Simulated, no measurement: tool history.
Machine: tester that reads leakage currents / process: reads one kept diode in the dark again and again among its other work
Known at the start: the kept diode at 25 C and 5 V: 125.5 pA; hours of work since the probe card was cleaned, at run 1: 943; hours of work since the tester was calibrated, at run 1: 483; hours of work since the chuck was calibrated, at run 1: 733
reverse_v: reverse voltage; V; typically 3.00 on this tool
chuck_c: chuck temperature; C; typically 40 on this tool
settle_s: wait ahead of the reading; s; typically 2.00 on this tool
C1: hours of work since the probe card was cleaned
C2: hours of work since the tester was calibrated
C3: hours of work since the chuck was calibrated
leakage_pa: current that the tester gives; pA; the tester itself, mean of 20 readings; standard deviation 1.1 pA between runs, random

Run 1, hour 0.0: usual settings; C1 943; C2 483; C3 733. Result: leakage_pa 396.79 pA.
Run 2, hour 43.5: usual settings; C1 968; C2 508; C3 758. Result: leakage_pa 397.01 pA.
Run 3, hour 95.8: usual settings but chuck_c 30 C; C1 998; C2 538; C3 788. Result: leakage_pa 177.38 pA.
Run 4, hour 124.9: usual settings; C1 1015; C2 555; C3 805. Result: leakage_pa 399.93 pA.
At hour 168.9: chuck's temperature calibrated.
Run 5, hour 169.6: usual settings; C1 1040; C2 579; C3 0. Result: leakage_pa 365.12 pA.
Run 6, hour 237.9: usual settings but settle_s 0.66 s; C1 1079; C2 619; C3 40. Result: leakage_pa 368.27 pA.
Run 7, hour 306.2: usual settings but settle_s 0.66 s; C1 1118; C2 658; C3 79. Result: leakage_pa 366.65 pA.
Run 8, hour 364.6: usual settings but settle_s 0.58 s; C1 1152; C2 692; C3 113. Result: leakage_pa 369.75 pA.
Run 9, hour 430.9: usual settings but settle_s 0.58 s; C1 1190; C2 730; C3 151. Result: leakage_pa 369.67 pA.
Run 10, hour 482.8: usual settings but settle_s 0.58 s; C1 1220; C2 760; C3 181. Result: leakage_pa 369.39 pA.
Run 11, hour 543.5: usual settings but settle_s 0.58 s; C1 1255; C2 795; C3 216. Result: leakage_pa 370.93 pA.
Run 12, hour 606.7: usual settings but settle_s 0.58 s; C1 1292; C2 831; C3 252. Result: leakage_pa 372.37 pA.
Run 13, hour 655.1: usual settings but settle_s 0.36 s; C1 1319; C2 859; C3 280. Result: leakage_pa 373.39 pA.
Run 14, hour 687.7: usual settings but settle_s 0.36 s; C1 1338; C2 878; C3 299. Result: leakage_pa 375.66 pA.
Run 15, hour 716.7: usual settings but reverse_v 7.11 V, settle_s 0.36 s; C1 1355; C2 895; C3 316. Result: leakage_pa 506.89 pA.
Run 16, hour 753.6: usual settings but reverse_v 18.14 V, chuck_c 53 C, settle_s 1.45 s; C1 1376; C2 916; C3 337. Result: leakage_pa 1857.63 pA.
Run 17, hour 806.0: usual settings but reverse_v 16.02 V, chuck_c 37 C, settle_s 0.62 s; C1 1406; C2 946; C3 367. Result: leakage_pa 542.89 pA.
Run 18, hour 864.1: usual settings but reverse_v 16.02 V, chuck_c 30 C, settle_s 2.92 s; C1 1440; C2 979; C3 400. Result: leakage_pa 316.39 pA.
Run 19, hour 924.2: usual settings but reverse_v 1.23 V, chuck_c 30 C, settle_s 1.35 s; C1 1474; C2 1014; C3 435. Result: leakage_pa 123.98 pA.
Run 20, hour 984.2: usual settings but reverse_v 1.23 V, chuck_c 30 C, settle_s 1.35 s; C1 1509; C2 1049; C3 470. Result: leakage_pa 124.98 pA.
Run 21, hour 1047.6: usual settings but reverse_v 14.51 V, chuck_c 21 C; C1 1545; C2 1085; C3 506. Result: leakage_pa 157.58 pA.
Run 22, hour 1076.3: usual settings but reverse_v 2.08 V, chuck_c 44 C; C1 1562; C2 1102; C3 523. Result: leakage_pa 458.53 pA.
Run 23, hour 1135.5: usual settings but reverse_v 4.86 V, settle_s 2.62 s; C1 1596; C2 1136; C3 557. Result: leakage_pa 452.44 pA.
Run 24, hour 1191.6: usual settings but reverse_v 1.29 V, chuck_c 42 C, settle_s 5.65 s; C1 1628; C2 1168; C3 589. Result: leakage_pa 334.91 pA.
Run 25, hour 1221.6: usual settings but reverse_v 2.09 V, chuck_c 24 C, settle_s 3.41 s; C1 1646; C2 1185; C3 606. Result: leakage_pa 92.38 pA.
Run 26, hour 1271.2: usual settings but reverse_v 8.91 V, chuck_c 29 C, settle_s 3.41 s; C1 1674; C2 1214; C3 635. Result: leakage_pa 240.71 pA.
Run 27, hour 1335.2: usual settings but reverse_v 2.64 V, chuck_c 54 C; C1 1711; C2 1251; C3 672. Result: leakage_pa 1053.60 pA.
Run 28, hour 1376.2: usual settings but settle_s 9.05 s; C1 1735; C2 1274; C3 695. Result: leakage_pa 387.00 pA.

Alternative continuations, all from the tool just after run 28; predict every row:
Run A, hour 1429.6: usual settings but chuck_c 43 C, settle_s 7.91 s; C1 1765; C2 1305; C3 726. Result: leakage_pa ?.
Run B, hour 1429.6: usual settings but reverse_v 9.17 V, chuck_c 34 C, settle_s 9.05 s; C1 1765; C2 1305; C3 726. Result: leakage_pa ?.
Run C, hour 1429.6: usual settings but settle_s 2.91 s; C1 1765; C2 1305; C3 726. Result: leakage_pa ?.
Run D, hour 1429.6: usual settings but reverse_v 9.31 V, chuck_c 22 C, settle_s 9.05 s; C1 1765; C2 1305; C3 726. Result: leakage_pa ?.
Run E, hour 1429.6: usual settings but reverse_v 4.04 V, chuck_c 36 C, settle_s 5.32 s; C1 1765; C2 1305; C3 726. Result: leakage_pa ?.

run  leakage_pa
  A      489.44
  B      362.32
  C      387.78
  D      144.69
  E      314.90
Without the tool's hidden state the same runs would have given:
run  leakage_pa
  A      469.20
  B      330.76
  C      370.08
  D      118.82
  E      296.58

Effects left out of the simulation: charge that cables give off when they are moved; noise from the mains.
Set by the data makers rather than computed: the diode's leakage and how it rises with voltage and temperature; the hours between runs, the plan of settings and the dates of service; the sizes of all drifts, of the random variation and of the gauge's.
